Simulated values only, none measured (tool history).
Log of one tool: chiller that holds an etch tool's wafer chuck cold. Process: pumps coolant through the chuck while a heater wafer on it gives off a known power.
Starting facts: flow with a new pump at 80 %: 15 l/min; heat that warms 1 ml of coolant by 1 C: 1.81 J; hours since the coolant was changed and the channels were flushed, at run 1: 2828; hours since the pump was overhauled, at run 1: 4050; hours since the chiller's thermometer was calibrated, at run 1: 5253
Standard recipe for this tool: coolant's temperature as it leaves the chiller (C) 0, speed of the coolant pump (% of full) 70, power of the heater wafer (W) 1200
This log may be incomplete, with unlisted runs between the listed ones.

| run | hour | coolant's temperature as it leaves the chiller (C) | speed of the coolant pump (% of full) | power of the heater wafer (W) | hours since the coolant was changed and the channels were flushed | hours since the pump was overhauled | hours since the chiller's thermometer was calibrated | chuck's temperature once it has settled (C) | how much warmer the coolant comes back (C) |
|---|---|---|---|---|---|---|---|---|---|
| 1 | 0.0 | 0 | 70 | 1200 | 2828 | 4050 | 5253 | 12.0 | 3.55 |
| 2 | 165.0 | 0 | 80 | 1200 | 2993 | 4215 | 5418 | 11.1 | 3.01 |
| 3 | 296.7 | 0 | 70 | 1131 | 3125 | 4347 | 5550 | 11.6 | 3.32 |
| 4 | 410.6 | 0 | 70 | 1131 | 3239 | 4461 | 5664 | 11.6 | 3.35 |
| 5 | 528.2 | 0 | 70 | 1131 | 3357 | 4578 | 5781 | 11.7 | 3.37 |
| 6 | 708.3 | 0 | 62 | 1200 | 3537 | 4758 | 5961 | 13.5 | 4.11 |
|  | 717.6 | chiller's thermometer calibrated |
| 7 | 808.1 | -6 | 70 | 1200 | 3635 | 4857 | 90 | 5.6 | 3.58 |
| 8 | 983.3 | 0 | 70 | 1200 | 3811 | 5032 | 266 | 11.5 | 3.67 |
| 9 | 1130.0 | 0 | 70 | 1200 | 3957 | 5179 | 412 | 11.6 | 3.69 |
| 10 | 1264.7 | 0 | 70 | 1200 | 4092 | 5314 | 547 | 12.1 | 3.71 |
|  | 1304.7 | coolant changed, channels flushed |
| 11 | 1426.3 | 0 | 70 | 1200 | 122 | 5469 | 703 | 10.9 | 3.68 |
| 12 | 1505.6 | 0 | 93 | 1200 | 201 | 5549 | 782 | 8.8 | 2.67 |
| 13 | 1673.5 | 0 | 87 | 1200 | 369 | 5717 | 950 | 9.4 | 2.92 |
| 14 | 1858.6 | 0 | 70 | 1200 | 554 | 5902 | 1135 | 11.1 | 3.76 |
| 15 | 1991.8 | 0 | 70 | 1200 | 687 | 6035 | 1268 | 11.2 | 3.76 |
| 16 | 2122.2 | 0 | 70 | 1200 | 817 | 6165 | 1399 | 11.4 | 3.74 |
| 17 | 2309.4 | 0 | 70 | 1200 | 1005 | 6353 | 1586 | 11.4 | 3.79 |
| 18 | 2415.7 | 0 | 70 | 1200 | 1111 | 6459 | 1692 | 11.5 | 3.87 |
| 19 | 2515.0 | 0 | 70 | 1696 | 1210 | 6558 | 1791 | 16.1 | 5.44 |
| 20 | 2644.1 | -3 | 75 | 952 | 1339 | 6687 | 1920 | 5.7 | 2.81 |
| 21 | 2721.0 | 0 | 70 | 643 | 1416 | 6764 | 1997 | 6.5 | 2.06 |
| 22 | 2881.3 | 2 | 63 | 649 | 1577 | 6924 | 2158 | 8.9 | 2.38 |
|  | 2974.7 | coolant pump overhauled |
| 23 | 2974.7 | 0 | 70 | 1200 | 1665 | 0 | 2246 | 10.1 | 3.10 |
| 24 | 3096.3 | 0 | 70 | 1200 | 1787 | 122 | 2368 | 10.3 | 3.07 |
| 25 | 3267.5 | 0 | 76 | 1185 | 1958 | 293 | 2539 | 9.8 | 2.81 |
| 26 | 3438.0 | -3 | 77 | 1497 | 2128 | 463 | 2709 | 9.1 | 3.53 |
| 27 | 3579.2 | 0 | 70 | 713 | 2269 | 604 | 2851 | 6.3 | 1.87 |
| 28 | 3689.3 | 4 | 70 | 1268 | 2380 | 715 | 2961 | 15.3 | 3.32 |
| 29 | 3861.6 | 7 | 63 | 1682 | 2552 | 887 | 3133 | 23.1 | 4.98 |
| 30 | 4042.2 | 9 | 70 | 1574 | 2732 | 1067 | 3314 | 23.0 | 4.14 |
| 31 | 4117.9 | 3 | 69 | 995 | 2808 | 1143 | 3389 | 12.4 | 2.71 |

Branching from run 31: 3 alternative next runs. What would each branch give?
| A | 4277.1 | 0 | 70 | 1293 | 2967 | 1302 | 3548 | ? | ? |
| B | 4277.1 | 0 | 62 | 922 | 2967 | 1302 | 3548 | ? | ? |
| C | 4277.1 | -6 | 88 | 1520 | 2967 | 1302 | 3548 | ? | ? |

| run | chuck's temperature once it has settled (C) | how much warmer the coolant comes back (C) |
|---|---|---|
| A | 11.8 | 3.46 |
| B | 9.4 | 2.83 |
| C | 5.7 | 3.19 |
With the hidden condition removed and each run's random variation left untouched, the same runs would have given:
| run | chuck's temperature once it has settled (C) | how much warmer the coolant comes back (C) |
|---|---|---|
| A | 10.2 | 3.33 |
| B | 8.0 | 2.73 |
| C | 4.1 | 3.07 |

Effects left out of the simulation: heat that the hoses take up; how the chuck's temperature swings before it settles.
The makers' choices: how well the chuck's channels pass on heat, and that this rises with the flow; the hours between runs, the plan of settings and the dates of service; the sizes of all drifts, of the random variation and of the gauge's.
